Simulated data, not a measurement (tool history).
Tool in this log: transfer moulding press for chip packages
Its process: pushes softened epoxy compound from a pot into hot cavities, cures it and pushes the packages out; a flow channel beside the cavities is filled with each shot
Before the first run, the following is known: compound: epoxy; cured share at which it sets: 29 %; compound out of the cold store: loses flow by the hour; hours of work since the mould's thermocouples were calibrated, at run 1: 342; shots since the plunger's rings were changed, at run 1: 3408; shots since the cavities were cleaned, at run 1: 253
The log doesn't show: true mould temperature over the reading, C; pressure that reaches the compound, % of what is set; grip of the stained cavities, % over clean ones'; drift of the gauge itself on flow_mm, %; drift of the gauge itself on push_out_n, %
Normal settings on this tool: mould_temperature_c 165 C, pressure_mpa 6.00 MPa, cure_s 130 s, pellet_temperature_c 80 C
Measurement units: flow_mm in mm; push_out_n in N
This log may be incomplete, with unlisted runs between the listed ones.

run,hour,mould_temperature_c,pressure_mpa,cure_s,pellet_temperature_c,hours of work since the mould's thermocouples were calibrated,shots since the plunger's rings were changed,shots since the cavities were cleaned,incoming compound's hours out of the cold store,flow_mm,push_out_n
1,0.0,165,6.00,130,80,342,3408,253,45.8,441,312
2,58.5,165,6.00,130,80,373,3872,717,30.6,462,425
3,89.9,165,6.71,130,80,390,4121,966,48.0,455,415
# hour 116.6: cavities cleaned with cleaning compound and waxed
4,141.4,165,6.71,130,80,418,4519,197,39.2,454,297
5,176.3,165,6.71,130,80,436,4795,473,22.9,482,387
# hour 210.7: plunger's sealing rings changed
6,236.3,165,6.00,130,80,468,204,930,37.0,479,436
# hour 269.8: cavities cleaned with cleaning compound and waxed
7,301.0,165,6.00,130,80,502,705,247,29.1,486,329
8,331.6,165,6.00,130,80,519,948,490,39.6,475,382
9,385.7,165,7.20,130,80,548,1377,919,37.0,517,437
# hour 417.8: cavities cleaned with cleaning compound and waxed
10,417.9,165,7.20,130,80,565,1621,1,48.0,504,219
# hour 429.0: mould's thermocouples calibrated
11,452.8,165,7.20,130,80,13,1882,262,35.5,518,321
12,490.3,165,7.20,130,80,33,2180,560,25.8,526,374
13,534.2,165,7.20,130,80,57,2528,908,14.0,535,438
# hour 567.6: cavities cleaned with cleaning compound and waxed
14,583.9,165,7.20,130,80,83,2911,130,40.6,503,273
15,626.8,165,7.20,130,80,107,3251,470,27.0,518,369
16,684.2,166,6.16,127,80,138,3707,926,14.2,486,429
# hour 716.7: cavities cleaned with cleaning compound and waxed
17,734.6,166,6.00,130,80,164,4094,141,36.3,448,259
18,794.1,166,6.00,130,80,197,4567,614,34.5,442,383
19,847.5,165,5.19,130,80,226,4991,1038,23.9,415,431
# hour 860.8: plunger's sealing rings changed
# hour 868.1: cavities cleaned with cleaning compound and waxed
20,887.1,165,5.19,151,80,245,197,151,47.3,437,233
21,931.1,169,4.63,169,80,269,546,500,44.3,401,274
22,960.2,165,6.85,150,80,285,777,731,20.0,537,337
23,992.9,164,5.34,130,80,302,1037,991,34.7,459,446
# hour 1016.4: cavities cleaned with cleaning compound and waxed
24,1024.8,167,5.65,130,80,319,1278,67,10.1,495,224
25,1053.2,167,5.65,130,80,334,1503,292,37.0,453,293
26,1106.3,167,5.65,130,80,363,1925,714,40.2,443,363
27,1142.0,165,6.00,113,75,383,2208,997,24.6,476,591

Consider 4 possible next runs. They are alternatives, not a sequence: every one starts from the tool as it was left by run 27. What does each give?
# hour 1165.3: cavities cleaned with cleaning compound and waxed
A,1186.0,162,6.00,113,75,406,2546,165,10.2,?,?
# hour 1165.3: cavities cleaned with cleaning compound and waxed
B,1186.0,165,5.44,138,70,406,2546,165,9.2,?,?
# hour 1165.3: cavities cleaned with cleaning compound and waxed
C,1186.0,162,6.00,113,79,406,2546,165,46.2,?,?
# hour 1165.3: cavities cleaned with cleaning compound and waxed
D,1186.0,165,5.96,132,80,406,2546,165,32.6,?,?

run,flow_mm,push_out_n
A,510,512
B,481,271
C,458,453
D,466,272
What these runs would have given with no unlogged condition in the tool:
run,flow_mm,push_out_n
A,534,361
B,504,194
C,479,319
D,488,195

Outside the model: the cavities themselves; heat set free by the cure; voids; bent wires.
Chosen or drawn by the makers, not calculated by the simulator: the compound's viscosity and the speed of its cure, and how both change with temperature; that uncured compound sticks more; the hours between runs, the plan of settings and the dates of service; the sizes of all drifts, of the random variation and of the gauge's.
